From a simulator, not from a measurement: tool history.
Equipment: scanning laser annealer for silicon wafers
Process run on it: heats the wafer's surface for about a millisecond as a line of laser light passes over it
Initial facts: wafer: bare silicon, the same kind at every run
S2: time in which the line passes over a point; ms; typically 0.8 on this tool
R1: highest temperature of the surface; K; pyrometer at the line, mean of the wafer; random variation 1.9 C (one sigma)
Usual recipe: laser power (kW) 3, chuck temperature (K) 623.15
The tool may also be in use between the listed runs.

{"run": 1, "hour": 0.0, "laser power (kW)": 3, "S2": 0.8, "chuck temperature (K)": 623.15, "R1": 1360.15}
{"run": 2, "hour": 52.9, "laser power (kW)": 2.576, "S2": 0.8, "chuck temperature (K)": 623.15, "R1": 1249.15}
{"run": 3, "hour": 93.4, "laser power (kW)": 2.576, "S2": 0.8, "chuck temperature (K)": 623.15, "R1": 1247.15}
{"run": 4, "hour": 173.7, "laser power (kW)": 3, "S2": 0.852, "chuck temperature (K)": 623.15, "R1": 1365.15}
{"hour": 213.6, "done": "window over the wafer cleaned"}
{"run": 5, "hour": 237.1, "laser power (kW)": 3, "S2": 0.8, "chuck temperature (K)": 623.15, "R1": 1331.15}
{"run": 6, "hour": 296.1, "laser power (kW)": 3, "S2": 0.8, "chuck temperature (K)": 623.15, "R1": 1329.15}
{"run": 7, "hour": 356.5, "laser power (kW)": 3, "S2": 0.8, "chuck temperature (K)": 623.15, "R1": 1320.15}
{"run": 8, "hour": 422.2, "laser power (kW)": 3, "S2": 0.8, "chuck temperature (K)": 623.15, "R1": 1314.15}
{"hour": 501.4, "done": "window over the wafer cleaned, once more"}
{"run": 9, "hour": 505.0, "laser power (kW)": 3, "S2": 0.8, "chuck temperature (K)": 623.15, "R1": 1384.15}
{"run": 10, "hour": 591.8, "laser power (kW)": 3, "S2": 0.8, "chuck temperature (K)": 623.15, "R1": 1377.15}
{"run": 11, "hour": 652.2, "laser power (kW)": 3, "S2": 0.824, "chuck temperature (K)": 623.15, "R1": 1384.15}
{"run": 12, "hour": 709.8, "laser power (kW)": 3, "S2": 0.678, "chuck temperature (K)": 623.15, "R1": 1308.15}
{"run": 13, "hour": 752.4, "laser power (kW)": 3, "S2": 0.8, "chuck temperature (K)": 623.15, "R1": 1363.15}
{"run": 14, "hour": 789.0, "laser power (kW)": 3, "S2": 0.8, "chuck temperature (K)": 623.15, "R1": 1360.15}
{"run": 15, "hour": 854.1, "laser power (kW)": 3, "S2": 0.8, "chuck temperature (K)": 623.15, "R1": 1353.15}
{"run": 16, "hour": 918.9, "laser power (kW)": 3, "S2": 0.8, "chuck temperature (K)": 623.15, "R1": 1350.15}
{"run": 17, "hour": 963.1, "laser power (kW)": 3, "S2": 0.766, "chuck temperature (K)": 623.15, "R1": 1330.15}
{"run": 18, "hour": 1004.6, "laser power (kW)": 3.144, "S2": 0.8, "chuck temperature (K)": 623.15, "R1": 1380.15}
{"run": 19, "hour": 1047.0, "laser power (kW)": 3, "S2": 0.8, "chuck temperature (K)": 623.15, "R1": 1336.15}
{"hour": 1058.3, "done": "window over the wafer cleaned"}
{"run": 20, "hour": 1103.7, "laser power (kW)": 3, "S2": 0.8, "chuck temperature (K)": 659.15, "R1": 1414.15}
{"run": 21, "hour": 1181.5, "laser power (kW)": 3, "S2": 0.8, "chuck temperature (K)": 659.15, "R1": 1404.15}
{"run": 22, "hour": 1253.5, "laser power (kW)": 3, "S2": 0.8, "chuck temperature (K)": 659.15, "R1": 1397.15}
{"run": 23, "hour": 1295.3, "laser power (kW)": 2.909, "S2": 0.897, "chuck temperature (K)": 661.15, "R1": 1411.15}
{"run": 24, "hour": 1351.6, "laser power (kW)": 3.143, "S2": 0.97, "chuck temperature (K)": 633.15, "R1": 1476.15}
{"run": 25, "hour": 1428.4, "laser power (kW)": 3.143, "S2": 0.831, "chuck temperature (K)": 633.15, "R1": 1410.15}
{"run": 26, "hour": 1465.1, "laser power (kW)": 3.126, "S2": 0.8, "chuck temperature (K)": 623.15, "R1": 1376.15}
{"run": 27, "hour": 1540.8, "laser power (kW)": 2.642, "S2": 0.68, "chuck temperature (K)": 585.15, "R1": 1164.15}
{"hour": 1616.2, "done": "window over the wafer cleaned"}
{"run": 28, "hour": 1628.0, "laser power (kW)": 2.642, "S2": 0.68, "chuck temperature (K)": 585.15, "R1": 1196.15}
{"run": 29, "hour": 1694.6, "laser power (kW)": 2.642, "S2": 0.68, "chuck temperature (K)": 629.15, "R1": 1234.15}
{"run": 30, "hour": 1774.8, "laser power (kW)": 2.642, "S2": 0.68, "chuck temperature (K)": 629.15, "R1": 1230.15}
{"run": 31, "hour": 1819.3, "laser power (kW)": 3, "S2": 0.609, "chuck temperature (K)": 635.15, "R1": 1280.15}
{"run": 32, "hour": 1904.7, "laser power (kW)": 3.044, "S2": 0.821, "chuck temperature (K)": 615.15, "R1": 1367.15}
{"run": 33, "hour": 1962.2, "laser power (kW)": 2.754, "S2": 0.8, "chuck temperature (K)": 654.15, "R1": 1318.15}
{"run": 34, "hour": 2049.7, "laser power (kW)": 3, "S2": 0.696, "chuck temperature (K)": 612.15, "R1": 1284.15}
{"run": 35, "hour": 2119.3, "laser power (kW)": 3, "S2": 0.696, "chuck temperature (K)": 612.15, "R1": 1272.15}
{"hour": 2174.7, "done": "window over the wafer cleaned"}
{"run": 36, "hour": 2204.6, "laser power (kW)": 2.896, "S2": 0.8, "chuck temperature (K)": 663.15, "R1": 1386.15}
{"run": 37, "hour": 2241.6, "laser power (kW)": 2.93, "S2": 0.898, "chuck temperature (K)": 623.15, "R1": 1394.15}
{"hour": 2257.1, "done": "optics aligned, line set to its width"}
{"run": 38, "hour": 2325.6, "laser power (kW)": 2.986, "S2": 0.8, "chuck temperature (K)": 662.15, "R1": 1409.15}
{"run": 39, "hour": 2369.6, "laser power (kW)": 2.986, "S2": 0.8, "chuck temperature (K)": 662.15, "R1": 1407.15}

Below are 3 alternative next runs, each starting from the tool's condition after run 39. Predict each:
{"run": "A", "hour": 2440.1, "laser power (kW)": 2.977, "S2": 0.885, "chuck temperature (K)": 632.15, "R1": "?"}
{"run": "B", "hour": 2440.1, "laser power (kW)": 3.079, "S2": 0.8, "chuck temperature (K)": 662.15, "R1": "?"}
{"run": "C", "hour": 2440.1, "laser power (kW)": 2.986, "S2": 0.851, "chuck temperature (K)": 609.15, "R1": "?"}

run=A R1=1406.15
run=B R1=1424.15
run=C R1=1369.15
What these runs would have given with no unlogged condition in the tool:
run=A R1=1438.15
run=B R1=1455.15
run=C R1=1401.15
